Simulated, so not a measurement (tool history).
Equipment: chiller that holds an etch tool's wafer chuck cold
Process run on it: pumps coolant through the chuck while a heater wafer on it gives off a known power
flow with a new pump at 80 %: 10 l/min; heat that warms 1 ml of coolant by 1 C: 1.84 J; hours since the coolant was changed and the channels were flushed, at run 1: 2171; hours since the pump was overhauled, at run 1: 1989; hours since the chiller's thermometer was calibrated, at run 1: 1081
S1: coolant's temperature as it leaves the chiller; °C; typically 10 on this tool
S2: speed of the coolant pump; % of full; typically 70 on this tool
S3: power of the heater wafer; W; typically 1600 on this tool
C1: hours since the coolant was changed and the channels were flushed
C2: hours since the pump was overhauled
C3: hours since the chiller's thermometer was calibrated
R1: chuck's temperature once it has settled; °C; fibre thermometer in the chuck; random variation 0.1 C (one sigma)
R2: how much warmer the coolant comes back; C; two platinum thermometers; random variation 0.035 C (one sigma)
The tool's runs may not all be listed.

{"run": 1, "hour": 0.0, "S1": 10, "S2": 70, "S3": 1600, "C1": 2171, "C2": 1989, "C3": 1081, "R1": 33.4, "R2": 6.25}
{"run": 2, "hour": 73.4, "S1": 10, "S2": 70, "S3": 1600, "C1": 2244, "C2": 2063, "C3": 1155, "R1": 33.5, "R2": 6.29}
{"run": 3, "hour": 110.6, "S1": 10, "S2": 70, "S3": 1600, "C1": 2281, "C2": 2100, "C3": 1192, "R1": 33.7, "R2": 6.32}
{"run": 4, "hour": 159.4, "S1": 10, "S2": 70, "S3": 1600, "C1": 2330, "C2": 2149, "C3": 1241, "R1": 33.7, "R2": 6.3}
{"run": 5, "hour": 196.9, "S1": 10, "S2": 70, "S3": 1600, "C1": 2368, "C2": 2186, "C3": 1278, "R1": 33.8, "R2": 6.3}
{"run": 6, "hour": 241.1, "S1": 10, "S2": 70, "S3": 1600, "C1": 2412, "C2": 2230, "C3": 1322, "R1": 33.8, "R2": 6.36}
{"run": 7, "hour": 284.7, "S1": 14, "S2": 70, "S3": 1600, "C1": 2456, "C2": 2274, "C3": 1366, "R1": 38.1, "R2": 6.33}
{"run": 8, "hour": 330.6, "S1": 14, "S2": 72, "S3": 1600, "C1": 2502, "C2": 2320, "C3": 1412, "R1": 37.7, "R2": 6.17}
{"run": 9, "hour": 396.0, "S1": 14, "S2": 72, "S3": 1600, "C1": 2567, "C2": 2385, "C3": 1477, "R1": 37.8, "R2": 6.13}
{"hour": 408.6, "done": "coolant changed, channels flushed"}
{"run": 10, "hour": 459.3, "S1": 10, "S2": 70, "S3": 1861, "C1": 51, "C2": 2443, "C3": 1535, "R1": 34.1, "R2": 7.41}
{"run": 11, "hour": 532.6, "S1": 10, "S2": 70, "S3": 1861, "C1": 124, "C2": 2516, "C3": 1608, "R1": 33.9, "R2": 7.42}
{"run": 12, "hour": 609.3, "S1": 4, "S2": 70, "S3": 1600, "C1": 201, "C2": 2593, "C3": 1685, "R1": 25.0, "R2": 6.34}
{"run": 13, "hour": 679.7, "S1": 0, "S2": 72, "S3": 1600, "C1": 271, "C2": 2663, "C3": 1755, "R1": 20.5, "R2": 6.22}
{"run": 14, "hour": 723.7, "S1": 0, "S2": 72, "S3": 2064, "C1": 315, "C2": 2707, "C3": 1799, "R1": 26.8, "R2": 7.98}
{"run": 15, "hour": 803.9, "S1": 8, "S2": 67, "S3": 843, "C1": 395, "C2": 2787, "C3": 1879, "R1": 19.6, "R2": 3.54}
{"run": 16, "hour": 868.8, "S1": 17, "S2": 98, "S3": 1059, "C1": 460, "C2": 2852, "C3": 1944, "R1": 28.5, "R2": 3.03}
{"run": 17, "hour": 906.4, "S1": 8, "S2": 78, "S3": 1600, "C1": 498, "C2": 2890, "C3": 1982, "R1": 28.0, "R2": 5.75}
{"run": 18, "hour": 956.0, "S1": 8, "S2": 78, "S3": 1600, "C1": 547, "C2": 2939, "C3": 2031, "R1": 28.3, "R2": 5.79}
{"run": 19, "hour": 1005.7, "S1": 8, "S2": 78, "S3": 1600, "C1": 597, "C2": 2989, "C3": 2081, "R1": 28.2, "R2": 5.73}
{"run": 20, "hour": 1040.9, "S1": 8, "S2": 78, "S3": 1600, "C1": 632, "C2": 3024, "C3": 2116, "R1": 28.1, "R2": 5.81}
{"run": 21, "hour": 1080.9, "S1": 1, "S2": 72, "S3": 1474, "C1": 672, "C2": 3064, "C3": 2156, "R1": 20.6, "R2": 5.84}
{"run": 22, "hour": 1121.5, "S1": 1, "S2": 72, "S3": 1474, "C1": 713, "C2": 3105, "C3": 2197, "R1": 20.8, "R2": 5.84}
{"run": 23, "hour": 1159.9, "S1": 16, "S2": 96, "S3": 1600, "C1": 751, "C2": 3143, "C3": 2235, "R1": 33.8, "R2": 4.68}
{"run": 24, "hour": 1218.0, "S1": 16, "S2": 96, "S3": 1600, "C1": 809, "C2": 3201, "C3": 2293, "R1": 33.8, "R2": 4.67}

Forecast each of these 5 alternatives for the next run:
{"run": "A", "hour": 1257.0, "S1": 10, "S2": 70, "S3": 1157, "C1": 848, "C2": 3240, "C3": 2332, "R1": "?", "R2": "?"}
{"run": "B", "hour": 1257.0, "S1": 19, "S2": 96, "S3": 1600, "C1": 848, "C2": 3240, "C3": 2332, "R1": "?", "R2": "?"}
{"run": "C", "hour": 1257.0, "S1": 10, "S2": 99, "S3": 1600, "C1": 848, "C2": 3240, "C3": 2332, "R1": "?", "R2": "?"}
{"run": "D", "hour": 1257.0, "S1": 10, "S2": 68, "S3": 1996, "C1": 848, "C2": 3240, "C3": 2332, "R1": "?", "R2": "?"}
{"run": "E", "hour": 1257.0, "S1": 16, "S2": 96, "S3": 2374, "C1": 848, "C2": 3240, "C3": 2332, "R1": "?", "R2": "?"}

run=A R1=26.0 R2=4.75
run=B R1=36.9 R2=4.64
run=C R1=27.4 R2=4.50
run=D R1=38.0 R2=8.36
run=E R1=42.5 R2=6.90
With no hidden state in the tool, these same runs would have given:
run=A R1=24.2 R2=4.37
run=B R1=35.0 R2=4.27
run=C R1=25.5 R2=4.14
run=D R1=35.1 R2=7.69
run=E R1=39.7 R2=6.34
